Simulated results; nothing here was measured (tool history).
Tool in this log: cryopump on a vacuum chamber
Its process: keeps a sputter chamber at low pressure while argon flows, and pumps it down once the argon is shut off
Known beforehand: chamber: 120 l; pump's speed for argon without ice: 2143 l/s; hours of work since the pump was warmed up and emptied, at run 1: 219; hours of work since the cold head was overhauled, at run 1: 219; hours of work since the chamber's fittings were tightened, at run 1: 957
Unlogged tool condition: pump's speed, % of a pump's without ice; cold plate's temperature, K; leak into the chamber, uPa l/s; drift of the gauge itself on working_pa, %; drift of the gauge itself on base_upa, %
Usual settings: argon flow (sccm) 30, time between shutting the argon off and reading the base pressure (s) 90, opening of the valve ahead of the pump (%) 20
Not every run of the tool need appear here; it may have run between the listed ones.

run   hour  argon flow (sccm)  time between shutting the argon off and reading the base pressure (s)  opening of the valve ahead of the pump (%)  hours of work since the pump was warmed up and emptied  hours of work since the cold head was overhauled  hours of work since the chamber's fittings were tightened  pressure while argon flows (Pa)  pressure after the wait (uPa)
  1      0                 30                                                                     90                                          20                                                     219                                               219                                                        957                           0.1213                           1.05
  2   20.6                 30                                                                     90                                          20                                                     233                                               233                                                        971                           0.1215                           1.07
  3   41.2                 30                                                                     90                                          21                                                     246                                               246                                                        984                           0.1163                           1.07
  4   62.4                 30                                                                     90                                          21                                                     260                                               260                                                        998                           0.1152                           1.03
  5   80.9                 30                                                                     90                                          21                                                     273                                               273                                                       1010                           0.1162                            1.1
  6   92.9                 30                                                                     90                                          20                                                     280                                               280                                                       1018                           0.1215                           1.14
  7  114.9                 30                                                                     90                                          25                                                     295                                               295                                                       1033                           0.0976                           1.08
  8  140.1                 21                                                                    117                                          31                                                     312                                               312                                                       1050                           0.0556                           1.05
  9  163.6                 30                                                                     40                                          15                                                     327                                               327                                                       1065                           0.1614                           1.42
 10  181.9                 27                                                                     42                                          15                                                     339                                               339                                                       1077                           0.1452                           1.33
 11  196.7                 30                                                                     47                                          15                                                     349                                               349                                                       1087                           0.1614                           1.31

Alternative continuations, all from the tool just after run 11; predict every row:
  A  211.3                 38                                                                    139                                          20                                                     359                                               359                                                       1097                                ?                              ?
  B  211.3                 24                                                                    110                                          22                                                     359                                               359                                                       1097                                ?                              ?
  C  211.3                 59                                                                     90                                          58                                                     359                                               359                                                       1097                                ?                              ?

run  pressure while argon flows (Pa)  pressure after the wait (uPa)
  A                           0.1545                           1.12
  B                           0.0891                           1.12
  C                           0.0896                           1.18
The same runs, with their run-to-run variation unchanged, on a tool lacking any hidden condition would have given:
run  pressure while argon flows (Pa)  pressure after the wait (uPa)
  A                           0.1494                           0.27
  B                           0.0859                            0.3
  C                           0.0817                           0.31
